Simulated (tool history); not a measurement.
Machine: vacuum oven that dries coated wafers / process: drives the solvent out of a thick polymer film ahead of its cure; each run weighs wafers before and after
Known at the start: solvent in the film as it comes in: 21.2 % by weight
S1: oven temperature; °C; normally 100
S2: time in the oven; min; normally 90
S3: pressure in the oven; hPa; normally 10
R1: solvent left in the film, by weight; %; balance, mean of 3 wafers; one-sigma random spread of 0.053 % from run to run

Run 1, day 0: usual settings. Result: R1 2.35 %.
Run 2, day 0.583: usual settings. Result: R1 2.31 %.
Run 3, day 0.938: usual settings but S2 47 min. Result: R1 5.91 %.
Run 4, day 1.279: usual settings but S2 47 min. Result: R1 5.78 %.
Run 5, day 1.775: usual settings but S2 47 min. Result: R1 5.8 %.
Run 6, day 2.396: usual settings but S2 47 min. Result: R1 5.75 %.
Run 7, day 3.038: usual settings but S2 56 min. Result: R1 4.78 %.
Run 8, day 3.529: usual settings but S2 56 min. Result: R1 4.73 %.
Run 9, day 4.162: usual settings but S2 56 min. Result: R1 4.76 %.
Run 10, day 4.829: usual settings but S2 57 min. Result: R1 4.66 %.
Run 11, day 5.546: usual settings but S2 148 min. Result: R1 1.02 %.
Run 12, day 6.15: usual settings but S2 148 min. Result: R1 0.99 %.
Run 13, day 6.896: usual settings but S2 148 min. Result: R1 0.98 %.
Run 14, day 7.421: usual settings but S3 11.6 hPa. Result: R1 2.39 %.
Run 15, day 8.142: usual settings but S3 11.6 hPa. Result: R1 2.57 %.
Run 16, day 8.871: usual settings but S3 11.6 hPa. Result: R1 2.57 %.
Run 17, day 9.4: usual settings but S3 11.1 hPa. Result: R1 2.48 %.
Run 18, day 9.829: usual settings. Result: R1 2.31 %.
Run 19, day 10.504: usual settings. Result: R1 2.39 %.
Run 20, day 11.2: usual settings but S1 111 °C, S2 56 min, S3 5.8 hPa. Result: R1 1.41 %.
Run 21, day 11.642: usual settings but S1 111 °C, S2 81 min, S3 11.2 hPa. Result: R1 0.77 %.
Run 22, day 11.954: usual settings but S1 111 °C, S3 5.8 hPa. Result: R1 0.43 %.
Run 23, day 12.604: usual settings but S2 133 min, S3 10.4 hPa. Result: R1 1.25 %.
At day 13.262: oven's thermocouples calibrated.
Run 24, day 13.362: usual settings but S1 88 °C, S3 13.7 hPa. Result: R1 6.48 %.
Run 25, day 13.721: usual settings but S1 86 °C, S2 154 min, S3 6.2 hPa. Result: R1 3.91 %.
Run 26, day 14.254: usual settings but S1 86 °C, S2 154 min, S3 6.2 hPa. Result: R1 3.92 %.
Run 27, day 14.642: usual settings but S1 86 °C, S2 59 min, S3 6.1 hPa. Result: R1 9.52 %.
Run 28, day 14.975: usual settings but S1 87 °C, S2 157 min, S3 6.1 hPa. Result: R1 3.35 %.
Run 29, day 15.367: usual settings but S1 93 °C, S3 7 hPa. Result: R1 4.11 %.
Run 30, day 15.796: usual settings but S1 93 °C, S2 89 min, S3 7 hPa. Result: R1 4.15 %.
Run 31, day 16.121: usual settings but S1 111 °C, S2 98 min. Result: R1 0.39 %.
Run 32, day 16.588: usual settings but S1 111 °C, S2 121 min. Result: R1 0.4 %.
Run 33, day 17.208: usual settings but S1 111 °C, S2 121 min. Result: R1 0.33 %.
Run 34, day 17.821: usual settings but S1 110 °C, S2 52 min, S3 19.7 hPa. Result: R1 1.88 %.
Run 35, day 18.488: usual settings but S1 110 °C, S2 52 min, S3 19.7 hPa. Result: R1 1.85 %.
Run 36, day 19.225: usual settings but S1 93 °C, S2 78 min, S3 7.6 hPa. Result: R1 5.06 %.
Run 37, day 19.875: usual settings but S1 93 °C, S2 78 min, S3 7.6 hPa. Result: R1 5.02 %.
Run 38, day 20.392: usual settings but S2 118 min, S3 14.8 hPa. Result: R1 1.47 %.

The same runs without the tool's hidden state, with the same run-to-run variation:
Hidden state at play: true wafer temperature over the reading, C; true pressure over the reading, kPa; drift of the gauge itself on solvent_pct, %.
run    R1
  1  1.82
  2  1.77
  3  5.08
  4  4.96
  5  4.98
  6  4.92
  7  3.99
  8  3.94
  9  3.96
 10  3.85
 11  0.75
 12  0.73
 13  0.71
 14  1.81
 15  1.96
 16  1.95
 17  1.87
 18  1.71
 19  1.75
 20     1
 21  0.56
 22  0.28
 23  0.89
 24  6.29
 25  3.72
 26  3.72
 27  9.34
 28  3.15
 29  3.92
 30  3.96
 31  0.34
 32  0.35
 33  0.28
 34  1.76
 35  1.73
 36  4.82
 37  4.77
 38  1.33
